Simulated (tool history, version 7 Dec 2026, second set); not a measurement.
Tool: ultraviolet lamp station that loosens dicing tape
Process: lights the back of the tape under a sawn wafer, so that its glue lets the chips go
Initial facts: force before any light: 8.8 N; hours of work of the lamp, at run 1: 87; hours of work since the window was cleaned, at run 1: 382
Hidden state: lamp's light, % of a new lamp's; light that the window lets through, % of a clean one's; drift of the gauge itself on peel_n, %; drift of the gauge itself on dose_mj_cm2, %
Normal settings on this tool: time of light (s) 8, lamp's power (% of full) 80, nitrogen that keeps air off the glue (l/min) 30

run	hour	time of light (s)	lamp's power (% of full)	nitrogen that keeps air off the glue (l/min)	hours of work of the lamp	hours of work since the window was cleaned	force that peels the tape off (N)	light that reached the tape (J/m2)
1	0.0	8	80	30	87	382	0.409	4500
2	11.2	8	80	30	94	389	0.409	4490
3	16.6	8	80	30	97	393	0.413	4500
4	26.5	6	80	30	103	399	0.844	3350
5	32.3	8	80	19	107	402	0.570	4480
6	39.1	8	80	19	111	406	0.559	4410
7	49.3	8	80	30	117	413	0.397	4400
8	58.6	8	80	30	123	418	0.438	4370
9	69.7	8	80	30	130	425	0.435	4390
10	75.9	8	80	30	134	429	0.415	4360
11	87.8	8	80	30	141	436	0.410	4380
12	98.1	15	80	30	147	443	0.087	8210
# hour 99.5: window cleaned of glue's vapour
13	109.2	15	80	30	154	6	0.104	7450
14	118.5	12	80	30	160	12	0.192	5960
15	128.2	8	80	30	166	18	0.567	3970
16	135.6	8	80	30	170	22	0.568	3940
17	141.9	8	80	30	174	26	0.542	3970
# hour 146.5: window cleaned of glue's vapour, once more
18	153.7	8	80	30	181	4	0.310	5010
19	161.3	8	80	30	186	9	0.325	4880
20	172.6	8	100	30	193	16	0.170	6060
21	178.1	6	87	30	196	19	0.553	3940
22	185.4	5	80	21	200	24	1.250	3030
23	194.4	11	67	17	206	29	0.340	5640
24	201.0	8	79	30	210	34	0.338	4720
25	206.5	12	98	11	214	37	0.130	8890
26	215.7	12	98	11	219	43	0.145	8900
27	226.0	7	98	13	225	49	0.528	5110
28	232.9	7	98	13	230	53	0.546	5150
29	242.1	6	64	13	235	59	1.809	2870
30	254.6	6	64	13	243	67	1.810	2840
31	260.9	6	64	13	247	70	1.851	2850
32	267.8	6	64	13	251	75	1.722	2860
33	278.1	13	80	30	258	81	0.098	7640
34	288.4	13	80	30	264	87	0.109	7660
35	299.4	4	80	28	271	94	1.649	2360
36	306.4	8	61	16	275	98	1.063	3590
37	316.4	15	61	9	281	105	0.361	6670

Hidden state at the last listed run before each entry between runs and at the first one after, where it differs:
From run 12 to run 13: window cleaned of glue's vapour (hour 99.5)
  lamp's light, % of a new lamp's: 96.2 -> 96; light that the window lets through, % of a clean one's: 88.3 -> 80.3
  measured result minus the result with no hidden state, force that peels the tape off (N): +0.014 -> +0.031; light that reached the tape (J/m2): -1450 -> -2210
From run 17 to run 18: window cleaned of glue's vapour, once more (hour 146.5)
  lamp's light, % of a new lamp's: 95.6 -> 95.5; light that the window lets through, % of a clean one's: 79.8 -> 99.9
  measured result minus the result with no hidden state, force that peels the tape off (N): +0.281 -> +0.039; light that reached the tape (J/m2): -1230 -> -240
